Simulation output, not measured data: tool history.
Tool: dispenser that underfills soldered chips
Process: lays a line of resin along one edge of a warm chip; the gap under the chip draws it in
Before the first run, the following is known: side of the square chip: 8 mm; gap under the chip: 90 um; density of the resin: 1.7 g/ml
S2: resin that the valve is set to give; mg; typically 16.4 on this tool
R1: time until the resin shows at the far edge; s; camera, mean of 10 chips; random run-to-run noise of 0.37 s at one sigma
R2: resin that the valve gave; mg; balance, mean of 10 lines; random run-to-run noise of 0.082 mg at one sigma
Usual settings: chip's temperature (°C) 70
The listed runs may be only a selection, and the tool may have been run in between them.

run 1 day=0 | chip's_temperature_(°C)=70 S2=16.4 | R1=26.3 R2=16.33
run 2 day=0.121 | chip's_temperature_(°C)=70 S2=16.4 | R1=28 R2=16.26
run 3 day=0.258 | chip's_temperature_(°C)=70 S2=16.4 | R1=30 R2=16.09
run 4 day=0.392 | chip's_temperature_(°C)=70 S2=16.4 | R1=31.7 R2=16.01
-- day=0.462 new syringe of resin
run 5 day=0.596 | chip's_temperature_(°C)=70 S2=16.4 | R1=23.8 R2=16.23
run 6 day=0.775 | chip's_temperature_(°C)=70 S2=16.4 | R1=26.8 R2=16.22
run 7 day=0.958 | chip's_temperature_(°C)=64 S2=16.4 | R1=38.9 R2=16.04
-- day=1.154 new syringe of resin
run 8 day=1.162 | chip's_temperature_(°C)=64 S2=16.4 | R1=29.4 R2=16.02
run 9 day=1.312 | chip's_temperature_(°C)=75 S2=15.6 | R1=19.3 R2=15.43
run 10 day=1.458 | chip's_temperature_(°C)=84 S2=16.7 | R1=14.1 R2=16.38
run 11 day=1.579 | chip's_temperature_(°C)=58 S2=14.8 | R1=50.9 R2=14.4
run 12 day=1.7 | chip's_temperature_(°C)=62 S2=16.4 | R1=45.6 R2=16.11
run 13 day=1.788 | chip's_temperature_(°C)=62 S2=16.4 | R1=47 R2=15.96
-- day=1.858 new syringe of resin
run 14 day=1.921 | chip's_temperature_(°C)=56 S2=14.5 | R1=46.6 R2=14.21
run 15 day=2.104 | chip's_temperature_(°C)=68 S2=14 | R1=29.3 R2=13.67
run 16 day=2.229 | chip's_temperature_(°C)=75 S2=16 | R1=22.4 R2=15.83

Here are 3 independent what-if runs from the current tool condition. What would each one return?
run A day=2.321 | chip's_temperature_(°C)=73 S2=15.7 | R1=? R2=?
run B day=2.321 | chip's_temperature_(°C)=56 S2=17.3 | R1=? R2=?
run C day=2.321 | chip's_temperature_(°C)=74 S2=17.7 | R1=? R2=?

run=A R1=25.4 R2=15.26
run=B R1=57.2 R2=16.83
run=C R1=24.4 R2=17.24
Without the tool's hidden state the same runs would have given:
run=A R1=19.3 R2=15.64
run=B R1=43.9 R2=17.26
run=C R1=18.8 R2=17.67

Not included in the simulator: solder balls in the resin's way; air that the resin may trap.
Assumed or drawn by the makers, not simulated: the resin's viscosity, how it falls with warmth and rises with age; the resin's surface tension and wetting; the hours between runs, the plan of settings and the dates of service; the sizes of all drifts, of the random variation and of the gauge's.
